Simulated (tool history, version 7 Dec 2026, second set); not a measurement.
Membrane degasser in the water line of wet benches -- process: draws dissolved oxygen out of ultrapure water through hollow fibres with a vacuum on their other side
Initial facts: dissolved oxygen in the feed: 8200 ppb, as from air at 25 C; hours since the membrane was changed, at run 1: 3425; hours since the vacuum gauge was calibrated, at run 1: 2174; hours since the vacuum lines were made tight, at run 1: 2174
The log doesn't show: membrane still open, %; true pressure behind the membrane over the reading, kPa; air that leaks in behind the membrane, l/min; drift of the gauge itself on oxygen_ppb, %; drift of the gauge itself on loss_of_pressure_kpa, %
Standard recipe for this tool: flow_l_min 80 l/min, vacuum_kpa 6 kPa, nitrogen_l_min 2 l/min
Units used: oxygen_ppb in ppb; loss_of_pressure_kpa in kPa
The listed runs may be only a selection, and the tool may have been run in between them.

run     day  flow_l_min  vacuum_kpa  nitrogen_l_min  hours since the membrane was changed  hours since the vacuum gauge was calibrated  hours since the vacuum lines were made tight  oxygen_ppb  loss_of_pressure_kpa
  1       0          80           6               2                                  3425                                         2174                                          2174         355                 33.82
  2   4.279          80           6               2                                  3527                                         2276                                          2276       361.5                 33.79
  3   9.083          80           6               2                                  3643                                         2392                                          2392       359.5                 34.05
  4  14.688          80           6            3.76                                  3777                                         2526                                          2526       269.8                 33.93
  5  20.329          80           6             1.5                                  3912                                         2661                                          2661       410.7                 34.06
  6  25.692          71           6               2                                  4041                                         2790                                          2790       297.8                 30.55
  7  28.908          71           6               2                                  4118                                         2867                                          2867       299.1                 30.34
  8  31.979          71           6               2                                  4192                                         2941                                          2941       298.2                 30.59
  9  37.621          80           6               2                                  4327                                         3076                                          3076       360.2                 34.51
 10  43.454          80           6               2                                  4467                                         3216                                          3216       353.2                 34.74
 11  47.829          61           6               2                                  4572                                         3321                                          3321       237.3                 26.24
 12  52.083          86           6               2                                  4675                                         3424                                          3424       395.6                 37.11
     56.438  -- gauge calibrated
 13  57.962          86           6               2                                  4816                                         3565                                          3565       402.2                 36.23
 14  60.958          80        10.8               2                                  4888                                         3637                                          3637       701.9                 33.68
 15      65          80           6               2                                  4985                                         3734                                          3734         357                 33.89
 16  68.654          80           6               2                                  5072                                         3821                                          3821       356.6                 34.32

Run 17 is up next; what results do you expect?
 17  71.562          80           6               2                                  5142                                         3891                                          3891           ?                     ?

Run 17 yielded oxygen_ppb 350.5 ppb, loss_of_pressure_kpa 34.38 kPa.
With no hidden state in the tool, this same run would have given oxygen_ppb 350.1 ppb, loss_of_pressure_kpa 34.1 kPa.
